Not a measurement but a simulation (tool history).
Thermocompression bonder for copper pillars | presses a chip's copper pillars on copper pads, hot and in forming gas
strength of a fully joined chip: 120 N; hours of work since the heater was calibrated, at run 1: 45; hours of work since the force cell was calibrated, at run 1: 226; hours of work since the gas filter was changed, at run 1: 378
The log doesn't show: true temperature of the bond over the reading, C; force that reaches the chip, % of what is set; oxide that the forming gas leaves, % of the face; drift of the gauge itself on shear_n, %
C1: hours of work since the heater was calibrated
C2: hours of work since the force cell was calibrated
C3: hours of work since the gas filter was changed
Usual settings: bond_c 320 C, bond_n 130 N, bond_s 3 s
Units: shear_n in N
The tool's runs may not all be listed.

Run 1, day 0.000: usual settings; C1 45; C2 226; C3 378. Result: shear_n 77.7 N.
Run 2, day 0.350: usual settings; C1 51; C2 232; C3 384. Result: shear_n 78.7 N.
Run 3, day 0.642: usual settings but bond_c 344 C; C1 56; C2 237; C3 389. Result: shear_n 88.5 N.
Run 4, day 1.121: usual settings but bond_c 344 C; C1 65; C2 246; C3 398. Result: shear_n 89.2 N.
Run 5, day 1.646: usual settings but bond_n 128 N; C1 75; C2 255; C3 408. Result: shear_n 77.3 N.
Run 6, day 2.108: usual settings but bond_n 128 N; C1 83; C2 264; C3 416. Result: shear_n 76.5 N.
At day 2.217: force cell calibrated.
At day 2.450: forming gas filter changed.
Run 7, day 2.608: usual settings but bond_n 128 N; C1 90; C2 7; C3 3. Result: shear_n 87.1 N.
Run 8, day 3.096: usual settings but bond_n 137 N, bond_s 2 s; C1 99; C2 16; C3 12. Result: shear_n 81.0 N.
Run 9, day 3.371: usual settings but bond_c 326 C, bond_n 87 N, bond_s 2 s; C1 104; C2 20; C3 17. Result: shear_n 56.7 N.
At day 3.492: force cell calibrated, once more.
Run 10, day 3.854: usual settings but bond_c 347 C, bond_n 169 N; C1 112; C2 7; C3 24. Result: shear_n 111.2 N.
Run 11, day 4.279: usual settings but bond_c 297 C, bond_n 154 N, bond_s 7 s; C1 120; C2 14; C3 32. Result: shear_n 99.1 N.
Run 12, day 4.842: usual settings but bond_s 4 s; C1 130; C2 24; C3 42. Result: shear_n 93.7 N.

Run 13 comes next. What will it give?
Run 13, day 5.417: usual settings but bond_c 315 C, bond_n 110 N, bond_s 8 s; C1 140; C2 35; C3 52. Result: shear_n ?.

shear_n: 94.6 N
Without the tool's hidden state the same run would have given shear_n 96.2 N.
